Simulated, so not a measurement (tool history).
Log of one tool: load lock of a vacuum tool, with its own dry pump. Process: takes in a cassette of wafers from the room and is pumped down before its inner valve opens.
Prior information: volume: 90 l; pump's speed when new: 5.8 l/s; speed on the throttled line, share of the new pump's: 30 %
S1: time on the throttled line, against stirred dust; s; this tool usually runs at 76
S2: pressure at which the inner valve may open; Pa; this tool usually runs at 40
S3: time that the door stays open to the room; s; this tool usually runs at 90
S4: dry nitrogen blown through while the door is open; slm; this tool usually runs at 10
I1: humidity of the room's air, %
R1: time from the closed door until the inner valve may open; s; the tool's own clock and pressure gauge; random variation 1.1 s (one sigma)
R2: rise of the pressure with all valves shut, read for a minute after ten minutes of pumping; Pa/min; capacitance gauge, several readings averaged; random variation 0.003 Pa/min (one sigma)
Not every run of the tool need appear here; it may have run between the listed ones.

run 1 hour=0 | S1=76 S2=40 S3=90 S4=10 | I1=45.2 | R1=191.7 R2=0.087
run 2 hour=229 | S1=76 S2=40 S3=90 S4=6 | I1=40.8 | R1=190.3 R2=0.095
run 3 hour=374.1 | S1=76 S2=40 S3=90 S4=10 | I1=45.7 | R1=191.3 R2=0.09
run 4 hour=599.9 | S1=50 S2=40 S3=90 S4=10 | I1=45.4 | R1=176.7 R2=0.1
run 5 hour=862.3 | S1=50 S2=40 S3=90 S4=10 | I1=46.1 | R1=176.3 R2=0.114
run 6 hour=1000.6 | S1=76 S2=40 S3=90 S4=10 | I1=46.7 | R1=194.2 R2=0.107
run 7 hour=1252.6 | S1=76 S2=40 S3=90 S4=10 | I1=46.7 | R1=193.9 R2=0.114
run 8 hour=1522.2 | S1=76 S2=40 S3=90 S4=10 | I1=44.1 | R1=193.3 R2=0.11
run 9 hour=1653.5 | S1=76 S2=40 S3=90 S4=10 | I1=44.2 | R1=192.2 R2=0.118
run 10 hour=1835.3 | S1=76 S2=40 S3=31 S4=10 | I1=45.2 | R1=193.2 R2=0.105
run 11 hour=2008.2 | S1=76 S2=40 S3=31 S4=10 | I1=46.4 | R1=192.6 R2=0.115
run 12 hour=2298.2 | S1=111 S2=40 S3=90 S4=10 | I1=50.7 | R1=217.4 R2=0.137
run 13 hour=2540.8 | S1=111 S2=40 S3=90 S4=10 | I1=41.4 | R1=218.5 R2=0.134
run 14 hour=2755.7 | S1=51 S2=40 S3=90 S4=10 | I1=46.3 | R1=181.5 R2=0.136
run 15 hour=2941.2 | S1=76 S2=40 S3=90 S4=10 | I1=44.9 | R1=195.1 R2=0.141
run 16 hour=3103.4 | S1=76 S2=40 S3=90 S4=10 | I1=47.4 | R1=195.8 R2=0.155
run 17 hour=3402.1 | S1=76 S2=40 S3=90 S4=10 | I1=44.3 | R1=195.7 R2=0.151
run 18 hour=3707.9 | S1=76 S2=76 S3=90 S4=10 | I1=42 | R1=185 R2=0.16
run 19 hour=3931 | S1=76 S2=40 S3=90 S4=10 | I1=44.2 | R1=197.3 R2=0.169
run 20 hour=4088.1 | S1=123 S2=30 S3=36 S4=30 | I1=44.3 | R1=232 R2=0.147
run 21 hour=4245.9 | S1=39 S2=40 S3=90 S4=10 | I1=45.5 | R1=173.6 R2=0.17
run 22 hour=4447.1 | S1=38 S2=40 S3=115 S4=6 | I1=43.9 | R1=174.2 R2=0.197
run 23 hour=4739.1 | S1=70 S2=42 S3=234 S4=18 | I1=46.6 | R1=193 R2=0.191
run 24 hour=4979.3 | S1=116 S2=58 S3=27 S4=10 | I1=41.9 | R1=217.4 R2=0.177
run 25 hour=5170.4 | S1=76 S2=36 S3=47 S4=10 | I1=44.9 | R1=200.1 R2=0.184
run 26 hour=5315.7 | S1=40 S2=42 S3=90 S4=10 | I1=44.1 | R1=175.1 R2=0.197
run 27 hour=5633.9 | S1=40 S2=42 S3=90 S4=10 | I1=43.7 | R1=177.1 R2=0.207
run 28 hour=5782.4 | S1=81 S2=42 S3=138 S4=10 | I1=46.5 | R1=203.1 R2=0.228
run 29 hour=6081.3 | S1=76 S2=29 S3=62 S4=10 | I1=45.5 | R1=208.3 R2=0.221
run 30 hour=6360.4 | S1=76 S2=29 S3=62 S4=10 | I1=44.2 | R1=208.9 R2=0.225
run 31 hour=6648.2 | S1=49 S2=69 S3=78 S4=8 | I1=45.5 | R1=172.8 R2=0.238
run 32 hour=6857 | S1=74 S2=40 S3=64 S4=10 | I1=41.7 | R1=198.9 R2=0.241
run 33 hour=7167.1 | S1=119 S2=33 S3=167 S4=11 | I1=44.7 | R1=232.5 R2=0.27
run 34 hour=7330.6 | S1=86 S2=33 S3=167 S4=23 | I1=43.4 | R1=211.9 R2=0.249
run 35 hour=7520.3 | S1=86 S2=33 S3=167 S4=23 | I1=47.3 | R1=211.9 R2=0.263
run 36 hour=7662.5 | S1=86 S2=37 S3=167 S4=37 | I1=46.8 | R1=211 R2=0.259
run 37 hour=7975 | S1=47 S2=40 S3=90 S4=10 | I1=46.3 | R1=185.8 R2=0.279
run 38 hour=8111.2 | S1=47 S2=45 S3=75 S4=10 | I1=44.7 | R1=184.9 R2=0.29

What if the next run were any one of these 3? Each begins from the tool's condition after run 38:
run A hour=8405 | S1=76 S2=33 S3=90 S4=5 | I1=44.6 | R1=? R2=?
run B hour=8405 | S1=78 S2=41 S3=75 S4=16 | I1=45.9 | R1=? R2=?
run C hour=8405 | S1=109 S2=51 S3=120 S4=10 | I1=44.1 | R1=? R2=?

run=A R1=207.8 R2=0.313
run=B R1=206.1 R2=0.292
run=C R1=219.3 R2=0.304
With the hidden condition removed and each run's random variation left untouched, the same runs would have given:
run=A R1=179.8 R2=0.05
run=B R1=179 R2=0.029
run=C R1=195.8 R2=0.047
